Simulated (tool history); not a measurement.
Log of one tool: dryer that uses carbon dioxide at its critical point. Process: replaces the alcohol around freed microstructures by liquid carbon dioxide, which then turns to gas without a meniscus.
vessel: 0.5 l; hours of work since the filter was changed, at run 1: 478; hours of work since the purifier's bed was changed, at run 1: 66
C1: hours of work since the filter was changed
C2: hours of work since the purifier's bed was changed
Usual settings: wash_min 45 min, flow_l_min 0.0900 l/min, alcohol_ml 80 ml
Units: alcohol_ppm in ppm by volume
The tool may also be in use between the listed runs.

Run 1, hour 0.0: usual settings; C1 478; C2 66. Result: alcohol_ppm 635 ppm by volume.
Run 2, hour 6.8: usual settings; C1 481; C2 69. Result: alcohol_ppm 619 ppm by volume.
Run 3, hour 13.1: usual settings but flow_l_min 0.1141 l/min; C1 483; C2 71. Result: alcohol_ppm 154 ppm by volume.
Run 4, hour 20.3: usual settings but flow_l_min 0.1141 l/min; C1 486; C2 74. Result: alcohol_ppm 163 ppm by volume.
At hour 29.9: inlet filter changed.
Run 5, hour 35.3: usual settings but wash_min 61 min; C1 2; C2 80. Result: alcohol_ppm 73 ppm by volume.
Run 6, hour 44.1: usual settings but wash_min 61 min, alcohol_ml 23 ml; C1 6; C2 83. Result: alcohol_ppm 37 ppm by volume.
Run 7, hour 56.9: usual settings but wash_min 61 min, alcohol_ml 23 ml; C1 11; C2 88. Result: alcohol_ppm 27 ppm by volume.
Run 8, hour 71.0: usual settings; C1 17; C2 94. Result: alcohol_ppm 463 ppm by volume.
Run 9, hour 85.1: usual settings; C1 22; C2 100. Result: alcohol_ppm 473 ppm by volume.
Run 10, hour 95.6: usual settings but flow_l_min 0.0895 l/min, alcohol_ml 109 ml; C1 27; C2 104. Result: alcohol_ppm 649 ppm by volume.
Run 11, hour 109.8: usual settings but wash_min 31 min, flow_l_min 0.0672 l/min, alcohol_ml 27 ml; C1 32; C2 110. Result: alcohol_ppm 2653 ppm by volume.
Run 12, hour 119.2: usual settings but wash_min 62 min, flow_l_min 0.1491 l/min, alcohol_ml 27 ml; C1 36; C2 114. Result: alcohol_ppm 30 ppm by volume.

Run 13 comes next. What will it give?
Run 13, hour 133.2: usual settings but wash_min 62 min, flow_l_min 0.1491 l/min, alcohol_ml 27 ml; C1 42; C2 119. Result: alcohol_ppm ?.

alcohol_ppm: 24 ppm by volume
Without the tool's hidden state the same run would have given alcohol_ppm 6 ppm by volume.
